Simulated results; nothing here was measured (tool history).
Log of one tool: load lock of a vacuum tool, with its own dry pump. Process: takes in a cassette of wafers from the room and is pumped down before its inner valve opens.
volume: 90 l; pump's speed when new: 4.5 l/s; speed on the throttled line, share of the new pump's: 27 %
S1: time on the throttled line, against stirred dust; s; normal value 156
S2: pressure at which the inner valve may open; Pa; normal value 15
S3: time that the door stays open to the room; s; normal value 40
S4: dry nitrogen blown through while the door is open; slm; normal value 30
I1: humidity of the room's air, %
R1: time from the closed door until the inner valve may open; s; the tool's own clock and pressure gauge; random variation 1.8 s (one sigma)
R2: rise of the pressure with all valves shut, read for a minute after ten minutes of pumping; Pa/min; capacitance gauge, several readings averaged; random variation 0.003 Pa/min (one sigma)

Run 1, day 0.000: usual settings; I1 48.5. Result: R1 308.2 s, R2 0.051 Pa/min.
Run 2, day 3.379: usual settings; I1 44.8. Result: R1 307.2 s, R2 0.046 Pa/min.
Run 3, day 6.675: usual settings; I1 46.5. Result: R1 305.5 s, R2 0.055 Pa/min.
Run 4, day 8.812: usual settings but S1 94 s; I1 46.3. Result: R1 265.1 s, R2 0.052 Pa/min.
Run 5, day 11.346: usual settings but S1 94 s; I1 46.2. Result: R1 263.6 s, R2 0.053 Pa/min.
Run 6, day 14.854: usual settings but S1 147 s; I1 44.4. Result: R1 297.7 s, R2 0.053 Pa/min.
Run 7, day 19.042: usual settings but S1 147 s; I1 47.5. Result: R1 306.1 s, R2 0.050 Pa/min.
Run 8, day 22.879: usual settings but S1 147 s; I1 47.9. Result: R1 300.3 s, R2 0.059 Pa/min.
Run 9, day 26.921: usual settings but S1 147 s; I1 42.9. Result: R1 298.5 s, R2 0.058 Pa/min.
Run 10, day 29.725: usual settings but S1 147 s; I1 41.9. Result: R1 304.2 s, R2 0.052 Pa/min.
Run 11, day 32.650: usual settings but S1 147 s, S2 16 Pa; I1 44.5. Result: R1 298.4 s, R2 0.059 Pa/min.
Run 12, day 35.017: usual settings but S1 147 s, S2 16 Pa; I1 44.8. Result: R1 301.6 s, R2 0.058 Pa/min.
Run 13, day 38.650: usual settings but S2 20 Pa, S4 39 slm; I1 47.0. Result: R1 297.8 s, R2 0.059 Pa/min.
Run 14, day 42.850: usual settings but S2 20 Pa, S4 39 slm; I1 44.9. Result: R1 301.3 s, R2 0.052 Pa/min.
Run 15, day 47.012: usual settings but S2 20 Pa, S4 39 slm; I1 45.1. Result: R1 304.8 s, R2 0.060 Pa/min.
Run 16, day 49.525: usual settings but S1 94 s, S2 28 Pa, S3 226 s, S4 39 slm; I1 46.8. Result: R1 252.6 s, R2 0.072 Pa/min.
Run 17, day 52.617: usual settings but S1 94 s, S2 28 Pa, S3 226 s, S4 39 slm; I1 44.8. Result: R1 255.9 s, R2 0.084 Pa/min.
Run 18, day 56.633: usual settings but S1 94 s, S2 28 Pa, S3 226 s, S4 39 slm; I1 44.1. Result: R1 254.4 s, R2 0.074 Pa/min.
Run 19, day 60.500: usual settings but S1 94 s, S2 13 Pa, S3 226 s, S4 7 slm; I1 47.4. Result: R1 272.4 s, R2 0.129 Pa/min.
Run 20, day 63.921: usual settings but S1 94 s, S2 13 Pa, S3 226 s, S4 7 slm; I1 50.8. Result: R1 273.8 s, R2 0.143 Pa/min.
Run 21, day 67.083: usual settings but S1 94 s, S2 13 Pa, S3 226 s, S4 7 slm; I1 46.6. Result: R1 274.5 s, R2 0.126 Pa/min.
Run 22, day 69.608: usual settings but S3 39 s; I1 45.4. Result: R1 307.0 s, R2 0.064 Pa/min.
Run 23, day 72.292: usual settings but S1 260 s, S2 11 Pa, S3 39 s; I1 41.3. Result: R1 392.1 s, R2 0.067 Pa/min.

What if the next run were any one of these 5? Each begins from the tool's condition after run 23:
Run A, day 74.325: usual settings but S1 198 s, S2 13 Pa, S3 130 s; I1 44.7. Result: R1 ?, R2 ?.
Run B, day 74.325: usual settings but S1 153 s, S2 24 Pa, S3 39 s, S4 5 slm; I1 44.1. Result: R1 ?, R2 ?.
Run C, day 74.325: usual settings but S1 166 s, S3 39 s; I1 45.0. Result: R1 ?, R2 ?.
Run D, day 74.325: usual settings but S3 31 s; I1 45.6. Result: R1 ?, R2 ?.
Run E, day 74.325: usual settings but S1 239 s, S3 174 s; I1 47.9. Result: R1 ?, R2 ?.

run     R1     R2
  A  345.3  0.083
  B  295.0  0.083
  C  318.3  0.068
  D  314.2  0.067
  E  368.2  0.089
Had the tool no hidden state, the same runs would have come out as:
run     R1     R2
  A  326.6  0.034
  B  276.8  0.035
  C  298.9  0.020
  D  294.3  0.019
  E  351.7  0.041

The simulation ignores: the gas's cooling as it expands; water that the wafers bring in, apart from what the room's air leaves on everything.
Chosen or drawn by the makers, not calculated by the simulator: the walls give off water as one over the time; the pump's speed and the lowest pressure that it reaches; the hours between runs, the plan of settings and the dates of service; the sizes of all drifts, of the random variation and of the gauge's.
